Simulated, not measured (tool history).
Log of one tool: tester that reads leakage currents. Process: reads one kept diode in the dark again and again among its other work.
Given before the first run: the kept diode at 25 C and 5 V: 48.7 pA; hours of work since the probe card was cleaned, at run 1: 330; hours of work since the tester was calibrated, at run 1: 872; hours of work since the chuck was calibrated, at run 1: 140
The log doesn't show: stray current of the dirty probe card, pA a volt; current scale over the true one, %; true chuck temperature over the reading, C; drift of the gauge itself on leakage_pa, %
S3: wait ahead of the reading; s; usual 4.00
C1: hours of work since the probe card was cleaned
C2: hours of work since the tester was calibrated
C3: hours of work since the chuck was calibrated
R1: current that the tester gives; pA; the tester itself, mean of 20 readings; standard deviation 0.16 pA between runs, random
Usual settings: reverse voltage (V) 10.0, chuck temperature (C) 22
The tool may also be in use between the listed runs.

{"run": 1, "day": 0.0, "reverse voltage (V)": 10.0, "chuck temperature (C)": 22, "S3": 4.0, "C1": 330, "C2": 872, "C3": 140, "R1": 50.07}
{"run": 2, "day": 0.921, "reverse voltage (V)": 10.0, "chuck temperature (C)": 22, "S3": 4.0, "C1": 342, "C2": 884, "C3": 151, "R1": 49.4}
{"run": 3, "day": 1.5, "reverse voltage (V)": 10.0, "chuck temperature (C)": 22, "S3": 4.0, "C1": 349, "C2": 891, "C3": 159, "R1": 49.42}
{"run": 4, "day": 2.071, "reverse voltage (V)": 10.0, "chuck temperature (C)": 22, "S3": 4.0, "C1": 356, "C2": 898, "C3": 166, "R1": 49.31}
{"run": 5, "day": 3.242, "reverse voltage (V)": 8.5, "chuck temperature (C)": 22, "S3": 4.0, "C1": 371, "C2": 913, "C3": 181, "R1": 46.56}
{"run": 6, "day": 4.375, "reverse voltage (V)": 8.5, "chuck temperature (C)": 22, "S3": 4.0, "C1": 386, "C2": 928, "C3": 196, "R1": 46.45}
{"run": 7, "day": 5.667, "reverse voltage (V)": 8.5, "chuck temperature (C)": 22, "S3": 4.0, "C1": 402, "C2": 945, "C3": 212, "R1": 46.18}
{"run": 8, "day": 6.258, "reverse voltage (V)": 8.5, "chuck temperature (C)": 22, "S3": 4.0, "C1": 410, "C2": 952, "C3": 220, "R1": 46.13}
{"run": 9, "day": 7.15, "reverse voltage (V)": 8.5, "chuck temperature (C)": 41, "S3": 4.0, "C1": 421, "C2": 964, "C3": 231, "R1": 199.95}
{"run": 10, "day": 8.075, "reverse voltage (V)": 8.5, "chuck temperature (C)": 54, "S3": 4.0, "C1": 433, "C2": 975, "C3": 243, "R1": 499.28}
{"run": 11, "day": 9.325, "reverse voltage (V)": 8.5, "chuck temperature (C)": 54, "S3": 4.0, "C1": 449, "C2": 991, "C3": 259, "R1": 497.22}
{"run": 12, "day": 9.996, "reverse voltage (V)": 10.0, "chuck temperature (C)": 22, "S3": 4.0, "C1": 458, "C2": 1000, "C3": 268, "R1": 49.32}
{"run": 13, "day": 11.271, "reverse voltage (V)": 10.0, "chuck temperature (C)": 22, "S3": 4.0, "C1": 474, "C2": 1016, "C3": 284, "R1": 48.98}
{"run": 14, "day": 12.133, "reverse voltage (V)": 10.0, "chuck temperature (C)": 22, "S3": 4.0, "C1": 485, "C2": 1027, "C3": 295, "R1": 49.04}
{"run": 15, "day": 12.954, "reverse voltage (V)": 10.0, "chuck temperature (C)": 22, "S3": 4.0, "C1": 496, "C2": 1038, "C3": 306, "R1": 49.12}
{"day": 13.154, "done": "tester calibrated"}
{"run": 16, "day": 13.925, "reverse voltage (V)": 1.1, "chuck temperature (C)": 22, "S3": 4.0, "C1": 507, "C2": 10, "C3": 317, "R1": 20.93}
{"run": 17, "day": 14.917, "reverse voltage (V)": 1.1, "chuck temperature (C)": 22, "S3": 4.0, "C1": 520, "C2": 23, "C3": 330, "R1": 21.0}
{"run": 18, "day": 15.983, "reverse voltage (V)": 1.1, "chuck temperature (C)": 22, "S3": 4.0, "C1": 534, "C2": 36, "C3": 343, "R1": 20.84}
{"run": 19, "day": 17.046, "reverse voltage (V)": 1.1, "chuck temperature (C)": 22, "S3": 4.0, "C1": 547, "C2": 50, "C3": 357, "R1": 20.82}
{"run": 20, "day": 17.975, "reverse voltage (V)": 10.0, "chuck temperature (C)": 22, "S3": 4.0, "C1": 559, "C2": 62, "C3": 369, "R1": 48.99}
{"run": 21, "day": 18.921, "reverse voltage (V)": 6.8, "chuck temperature (C)": 38, "S3": 0.54, "C1": 571, "C2": 74, "C3": 381, "R1": 144.19}
{"run": 22, "day": 19.462, "reverse voltage (V)": 4.3, "chuck temperature (C)": 22, "S3": 5.85, "C1": 578, "C2": 81, "C3": 388, "R1": 34.71}
{"run": 23, "day": 20.396, "reverse voltage (V)": 4.3, "chuck temperature (C)": 22, "S3": 1.83, "C1": 590, "C2": 93, "C3": 400, "R1": 35.1}
{"day": 20.933, "done": "tester calibrated, once more"}
{"run": 24, "day": 21.367, "reverse voltage (V)": 4.3, "chuck temperature (C)": 22, "S3": 1.83, "C1": 602, "C2": 6, "C3": 411, "R1": 34.94}
{"run": 25, "day": 22.483, "reverse voltage (V)": 10.0, "chuck temperature (C)": 22, "S3": 3.34, "C1": 616, "C2": 20, "C3": 426, "R1": 48.8}
{"run": 26, "day": 23.408, "reverse voltage (V)": 7.1, "chuck temperature (C)": 22, "S3": 2.08, "C1": 628, "C2": 32, "C3": 438, "R1": 42.6}
{"run": 27, "day": 24.479, "reverse voltage (V)": 10.0, "chuck temperature (C)": 22, "S3": 0.69, "C1": 641, "C2": 45, "C3": 451, "R1": 49.79}
{"run": 28, "day": 25.183, "reverse voltage (V)": 10.0, "chuck temperature (C)": 22, "S3": 0.69, "C1": 650, "C2": 54, "C3": 460, "R1": 49.42}
{"run": 29, "day": 25.921, "reverse voltage (V)": 10.0, "chuck temperature (C)": 33, "S3": 5.92, "C1": 660, "C2": 64, "C3": 470, "R1": 114.51}
{"run": 30, "day": 26.508, "reverse voltage (V)": 1.2, "chuck temperature (C)": 30, "S3": 0.83, "C1": 667, "C2": 71, "C3": 477, "R1": 40.86}
{"run": 31, "day": 27.708, "reverse voltage (V)": 2.2, "chuck temperature (C)": 22, "S3": 4.0, "C1": 683, "C2": 87, "C3": 493, "R1": 26.83}
{"run": 32, "day": 28.938, "reverse voltage (V)": 4.1, "chuck temperature (C)": 31, "S3": 2.79, "C1": 699, "C2": 103, "C3": 508, "R1": 69.53}
{"run": 33, "day": 29.625, "reverse voltage (V)": 4.1, "chuck temperature (C)": 31, "S3": 2.79, "C1": 707, "C2": 111, "C3": 517, "R1": 69.59}
{"run": 34, "day": 30.462, "reverse voltage (V)": 4.1, "chuck temperature (C)": 31, "S3": 8.86, "C1": 718, "C2": 122, "C3": 528, "R1": 69.2}
{"run": 35, "day": 31.046, "reverse voltage (V)": 2.8, "chuck temperature (C)": 41, "S3": 1.7, "C1": 726, "C2": 130, "C3": 535, "R1": 128.29}
{"run": 36, "day": 32.288, "reverse voltage (V)": 3.9, "chuck temperature (C)": 22, "S3": 4.07, "C1": 742, "C2": 146, "C3": 551, "R1": 33.07}
{"run": 37, "day": 33.312, "reverse voltage (V)": 3.9, "chuck temperature (C)": 29, "S3": 4.07, "C1": 755, "C2": 159, "C3": 565, "R1": 57.94}
{"run": 38, "day": 33.85, "reverse voltage (V)": 3.9, "chuck temperature (C)": 29, "S3": 4.07, "C1": 762, "C2": 166, "C3": 571, "R1": 58.02}
{"run": 39, "day": 34.562, "reverse voltage (V)": 2.1, "chuck temperature (C)": 22, "S3": 1.22, "C1": 771, "C2": 175, "C3": 581, "R1": 25.98}

For each entry between runs, how does the tool's hidden state at the last listed run before it compare with that at the first listed run after it?
In the gap between runs 15 and 16: tester calibrated (day 13.154)
  stray current of the dirty probe card, pA a volt: 0.2 -> 0.204; current scale over the true one, %: -0.38 -> -0.5; true chuck temperature over the reading, C: -0.51 -> -0.53
  measured less the result without the state, R1: -0.44 -> -0.85 pA
In the gap between runs 23 and 24: tester calibrated, once more (day 20.933)
  stray current of the dirty probe card, pA a volt: 0.234 -> 0.238; current scale over the true one, %: -0.54 -> 0.12; true chuck temperature over the reading, C: -0.68 -> -0.7
  measured less the result without the state, R1: -1.26 -> -1.07 pA

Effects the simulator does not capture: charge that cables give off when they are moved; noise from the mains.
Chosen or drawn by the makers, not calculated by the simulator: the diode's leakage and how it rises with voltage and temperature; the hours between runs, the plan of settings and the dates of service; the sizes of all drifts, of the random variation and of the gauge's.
